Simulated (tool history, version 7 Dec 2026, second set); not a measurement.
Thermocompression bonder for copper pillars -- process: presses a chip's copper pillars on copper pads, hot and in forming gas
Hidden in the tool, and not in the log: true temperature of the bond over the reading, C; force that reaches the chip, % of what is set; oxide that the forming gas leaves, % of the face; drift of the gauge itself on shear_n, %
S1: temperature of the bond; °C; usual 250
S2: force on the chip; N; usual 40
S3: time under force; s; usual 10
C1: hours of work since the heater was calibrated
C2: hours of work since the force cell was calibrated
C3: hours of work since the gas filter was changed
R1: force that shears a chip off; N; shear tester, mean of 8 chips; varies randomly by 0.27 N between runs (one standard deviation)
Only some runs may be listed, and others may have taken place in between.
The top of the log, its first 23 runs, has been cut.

{"run": 24, "hour": 1129.5, "S1": 255, "S2": 39, "S3": 6, "C1": 737, "C2": 478, "C3": 90, "R1": 82.6}
{"run": 25, "hour": 1165.3, "S1": 255, "S2": 39, "S3": 6, "C1": 755, "C2": 496, "C3": 108, "R1": 82.6}
{"run": 26, "hour": 1205.1, "S1": 255, "S2": 39, "S3": 6, "C1": 775, "C2": 516, "C3": 128, "R1": 83.0}
{"run": 27, "hour": 1262.8, "S1": 250, "S2": 29, "S3": 10, "C1": 804, "C2": 545, "C3": 157, "R1": 78.2}
{"hour": 1275.2, "done": "forming gas filter changed"}
{"run": 28, "hour": 1315.8, "S1": 250, "S2": 29, "S3": 10, "C1": 830, "C2": 571, "C3": 20, "R1": 78.2}
{"run": 29, "hour": 1376.9, "S1": 250, "S2": 29, "S3": 10, "C1": 861, "C2": 602, "C3": 51, "R1": 78.6}
{"run": 30, "hour": 1439.5, "S1": 250, "S2": 29, "S3": 29, "C1": 892, "C2": 633, "C3": 82, "R1": 108.2}
{"run": 31, "hour": 1466.5, "S1": 275, "S2": 48, "S3": 29, "C1": 906, "C2": 647, "C3": 96, "R1": 145.8}
{"run": 32, "hour": 1503.0, "S1": 275, "S2": 54, "S3": 8, "C1": 924, "C2": 665, "C3": 114, "R1": 122.4}
{"run": 33, "hour": 1539.5, "S1": 250, "S2": 33, "S3": 10, "C1": 943, "C2": 683, "C3": 132, "R1": 85.3}
{"hour": 1595.5, "done": "forming gas filter changed"}
{"run": 34, "hour": 1600.7, "S1": 250, "S2": 33, "S3": 10, "C1": 973, "C2": 714, "C3": 3, "R1": 85.2}
{"run": 35, "hour": 1661.0, "S1": 238, "S2": 28, "S3": 22, "C1": 1003, "C2": 744, "C3": 33, "R1": 89.3}

Estimate the outcome of run 36 from the log above:
{"run": 36, "hour": 1716.1, "S1": 271, "S2": 40, "S3": 8, "C1": 1031, "C2": 771, "C3": 60, "R1": "?"}

R1: 105.7 N
If the tool had no hidden condition, the same run with the same run-to-run variation would have returned R1 104.4 N.
